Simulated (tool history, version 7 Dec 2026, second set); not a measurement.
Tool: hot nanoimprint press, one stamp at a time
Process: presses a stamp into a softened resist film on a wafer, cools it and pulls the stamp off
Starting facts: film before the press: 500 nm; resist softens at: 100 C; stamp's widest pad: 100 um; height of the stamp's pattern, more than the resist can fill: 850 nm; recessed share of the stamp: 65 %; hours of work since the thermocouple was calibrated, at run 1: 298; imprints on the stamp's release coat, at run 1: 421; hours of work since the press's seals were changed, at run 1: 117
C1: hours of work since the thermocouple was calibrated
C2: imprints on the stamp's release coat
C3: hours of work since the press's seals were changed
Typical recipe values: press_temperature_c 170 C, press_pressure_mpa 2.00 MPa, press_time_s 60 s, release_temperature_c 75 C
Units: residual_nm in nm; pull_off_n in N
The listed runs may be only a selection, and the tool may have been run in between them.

{"run": 1, "hour": 0.0, "press_temperature_c": 170, "press_pressure_mpa": 2.0, "press_time_s": 60, "release_temperature_c": 75, "C1": 298, "C2": 421, "C3": 117, "residual_nm": 218.3, "pull_off_n": 228}
{"run": 2, "hour": 69.6, "press_temperature_c": 170, "press_pressure_mpa": 2.0, "press_time_s": 60, "release_temperature_c": 75, "C1": 354, "C2": 618, "C3": 172, "residual_nm": 220.2, "pull_off_n": 237}
{"run": 3, "hour": 105.0, "press_temperature_c": 170, "press_pressure_mpa": 2.0, "press_time_s": 60, "release_temperature_c": 75, "C1": 382, "C2": 718, "C3": 200, "residual_nm": 221.2, "pull_off_n": 243}
{"run": 4, "hour": 146.9, "press_temperature_c": 170, "press_pressure_mpa": 2.0, "press_time_s": 60, "release_temperature_c": 75, "C1": 415, "C2": 837, "C3": 234, "residual_nm": 224.8, "pull_off_n": 257}
{"run": 5, "hour": 215.9, "press_temperature_c": 170, "press_pressure_mpa": 2.0, "press_time_s": 60, "release_temperature_c": 75, "C1": 469, "C2": 1033, "C3": 288, "residual_nm": 224.2, "pull_off_n": 265}
{"run": 6, "hour": 251.7, "press_temperature_c": 170, "press_pressure_mpa": 2.0, "press_time_s": 60, "release_temperature_c": 75, "C1": 498, "C2": 1134, "C3": 317, "residual_nm": 223.8, "pull_off_n": 270}
{"hour": 272.1, "done": "plate thermocouple calibrated"}
{"run": 7, "hour": 322.7, "press_temperature_c": 170, "press_pressure_mpa": 2.0, "press_time_s": 60, "release_temperature_c": 71, "C1": 40, "C2": 1327, "C3": 370, "residual_nm": 213.4, "pull_off_n": 293}
{"run": 8, "hour": 374.5, "press_temperature_c": 170, "press_pressure_mpa": 2.0, "press_time_s": 60, "release_temperature_c": 71, "C1": 81, "C2": 1474, "C3": 411, "residual_nm": 215.0, "pull_off_n": 291}
{"run": 9, "hour": 419.7, "press_temperature_c": 170, "press_pressure_mpa": 2.0, "press_time_s": 60, "release_temperature_c": 71, "C1": 117, "C2": 1602, "C3": 447, "residual_nm": 212.3, "pull_off_n": 302}
{"run": 10, "hour": 477.2, "press_temperature_c": 170, "press_pressure_mpa": 2.0, "press_time_s": 60, "release_temperature_c": 71, "C1": 162, "C2": 1765, "C3": 493, "residual_nm": 218.4, "pull_off_n": 321}
{"run": 11, "hour": 551.5, "press_temperature_c": 174, "press_pressure_mpa": 2.0, "press_time_s": 60, "release_temperature_c": 75, "C1": 221, "C2": 1976, "C3": 551, "residual_nm": 191.7, "pull_off_n": 310}
{"run": 12, "hour": 584.2, "press_temperature_c": 170, "press_pressure_mpa": 2.0, "press_time_s": 60, "release_temperature_c": 75, "C1": 247, "C2": 2069, "C3": 577, "residual_nm": 218.8, "pull_off_n": 299}
{"run": 13, "hour": 660.3, "press_temperature_c": 170, "press_pressure_mpa": 2.0, "press_time_s": 60, "release_temperature_c": 75, "C1": 307, "C2": 2284, "C3": 637, "residual_nm": 219.7, "pull_off_n": 332}
{"hour": 672.5, "done": "stamp cleaned and given a new release coat"}
{"run": 14, "hour": 700.0, "press_temperature_c": 170, "press_pressure_mpa": 2.0, "press_time_s": 60, "release_temperature_c": 75, "C1": 334, "C2": 78, "C3": 664, "residual_nm": 219.3, "pull_off_n": 217}
{"run": 15, "hour": 734.1, "press_temperature_c": 170, "press_pressure_mpa": 1.9, "press_time_s": 60, "release_temperature_c": 75, "C1": 361, "C2": 175, "C3": 691, "residual_nm": 231.2, "pull_off_n": 218}
{"run": 16, "hour": 808.5, "press_temperature_c": 177, "press_pressure_mpa": 2.0, "press_time_s": 60, "release_temperature_c": 75, "C1": 420, "C2": 386, "C3": 750, "residual_nm": 177.8, "pull_off_n": 230}
{"run": 17, "hour": 880.1, "press_temperature_c": 170, "press_pressure_mpa": 2.0, "press_time_s": 66, "release_temperature_c": 75, "C1": 476, "C2": 589, "C3": 807, "residual_nm": 218.6, "pull_off_n": 242}
{"hour": 925.9, "done": "plate thermocouple calibrated"}
{"run": 18, "hour": 955.9, "press_temperature_c": 170, "press_pressure_mpa": 2.0, "press_time_s": 66, "release_temperature_c": 75, "C1": 24, "C2": 795, "C3": 864, "residual_nm": 209.3, "pull_off_n": 243}
{"run": 19, "hour": 990.8, "press_temperature_c": 170, "press_pressure_mpa": 2.4, "press_time_s": 72, "release_temperature_c": 82, "C1": 51, "C2": 894, "C3": 892, "residual_nm": 184.4, "pull_off_n": 230}
{"run": 20, "hour": 1024.6, "press_temperature_c": 170, "press_pressure_mpa": 2.4, "press_time_s": 72, "release_temperature_c": 82, "C1": 78, "C2": 990, "C3": 919, "residual_nm": 187.8, "pull_off_n": 221}
{"run": 21, "hour": 1099.8, "press_temperature_c": 159, "press_pressure_mpa": 2.02, "press_time_s": 70, "release_temperature_c": 73, "C1": 138, "C2": 1203, "C3": 978, "residual_nm": 312.5, "pull_off_n": 276}
{"run": 22, "hour": 1162.3, "press_temperature_c": 170, "press_pressure_mpa": 2.85, "press_time_s": 60, "release_temperature_c": 75, "C1": 187, "C2": 1381, "C3": 1028, "residual_nm": 181.9, "pull_off_n": 268}
{"run": 23, "hour": 1222.6, "press_temperature_c": 170, "press_pressure_mpa": 2.85, "press_time_s": 60, "release_temperature_c": 75, "C1": 235, "C2": 1552, "C3": 1075, "residual_nm": 186.6, "pull_off_n": 283}
{"run": 24, "hour": 1292.2, "press_temperature_c": 175, "press_pressure_mpa": 2.85, "press_time_s": 74, "release_temperature_c": 74, "C1": 290, "C2": 1749, "C3": 1131, "residual_nm": 143.4, "pull_off_n": 302}
{"run": 25, "hour": 1365.5, "press_temperature_c": 175, "press_pressure_mpa": 2.06, "press_time_s": 74, "release_temperature_c": 77, "C1": 348, "C2": 1957, "C3": 1189, "residual_nm": 176.4, "pull_off_n": 294}
{"run": 26, "hour": 1412.8, "press_temperature_c": 175, "press_pressure_mpa": 2.06, "press_time_s": 87, "release_temperature_c": 77, "C1": 385, "C2": 2091, "C3": 1226, "residual_nm": 167.2, "pull_off_n": 304}
{"run": 27, "hour": 1449.9, "press_temperature_c": 175, "press_pressure_mpa": 2.06, "press_time_s": 87, "release_temperature_c": 77, "C1": 415, "C2": 2196, "C3": 1255, "residual_nm": 169.4, "pull_off_n": 299}
{"hour": 1495.2, "done": "stamp cleaned and given a new release coat"}
{"hour": 1509.6, "done": "press's hydraulic seals changed and the load cell set to zero"}
{"run": 28, "hour": 1524.0, "press_temperature_c": 175, "press_pressure_mpa": 2.06, "press_time_s": 87, "release_temperature_c": 77, "C1": 462, "C2": 59, "C3": 11, "residual_nm": 162.2, "pull_off_n": 211}
{"hour": 1584.9, "done": "plate thermocouple calibrated"}
{"run": 29, "hour": 1595.3, "press_temperature_c": 182, "press_pressure_mpa": 2.06, "press_time_s": 42, "release_temperature_c": 77, "C1": 8, "C2": 252, "C3": 65, "residual_nm": 155.1, "pull_off_n": 218}
{"run": 30, "hour": 1670.0, "press_temperature_c": 169, "press_pressure_mpa": 2.73, "press_time_s": 69, "release_temperature_c": 75, "C1": 67, "C2": 464, "C3": 125, "residual_nm": 173.1, "pull_off_n": 219}
{"run": 31, "hour": 1730.5, "press_temperature_c": 173, "press_pressure_mpa": 1.31, "press_time_s": 54, "release_temperature_c": 75, "C1": 115, "C2": 636, "C3": 172, "residual_nm": 253.4, "pull_off_n": 243}

Each run again, without the hidden state but with its own random variation kept:
Hidden state present: true temperature over the reading, C; pressure that arrives at the usual setting, %; grip of the stamp's worn release coat, % over a new coat's; drift of the gauge itself on residual_nm, %; drift of the gauge itself on pull_off_n, %.
run=1 residual_nm=209.8 pull_off_n=206
run=2 residual_nm=209.9 pull_off_n=206
run=3 residual_nm=210.0 pull_off_n=207
run=4 residual_nm=212.2 pull_off_n=213
run=5 residual_nm=209.9 pull_off_n=212
run=6 residual_nm=208.6 pull_off_n=212
run=7 residual_nm=211.2 pull_off_n=229
run=8 residual_nm=211.4 pull_off_n=222
run=9 residual_nm=207.7 pull_off_n=225
run=10 residual_nm=212.2 pull_off_n=232
run=11 residual_nm=184.8 pull_off_n=217
run=12 residual_nm=210.0 pull_off_n=206
run=13 residual_nm=209.0 pull_off_n=221
run=14 residual_nm=207.8 pull_off_n=210
run=15 residual_nm=218.6 pull_off_n=207
run=16 residual_nm=166.6 pull_off_n=209
run=17 residual_nm=202.5 pull_off_n=211
run=18 residual_nm=202.1 pull_off_n=208
run=19 residual_nm=176.1 pull_off_n=192
run=20 residual_nm=178.7 pull_off_n=181
run=21 residual_nm=298.3 pull_off_n=218
run=22 residual_nm=168.7 pull_off_n=205
run=23 residual_nm=171.8 pull_off_n=210
run=24 residual_nm=130.7 pull_off_n=217
run=25 residual_nm=161.9 pull_off_n=203
run=26 residual_nm=152.5 pull_off_n=205
run=27 residual_nm=153.9 pull_off_n=199
run=28 residual_nm=153.0 pull_off_n=203
run=29 residual_nm=155.8 pull_off_n=208
run=30 residual_nm=172.2 pull_off_n=200
run=31 residual_nm=251.0 pull_off_n=214
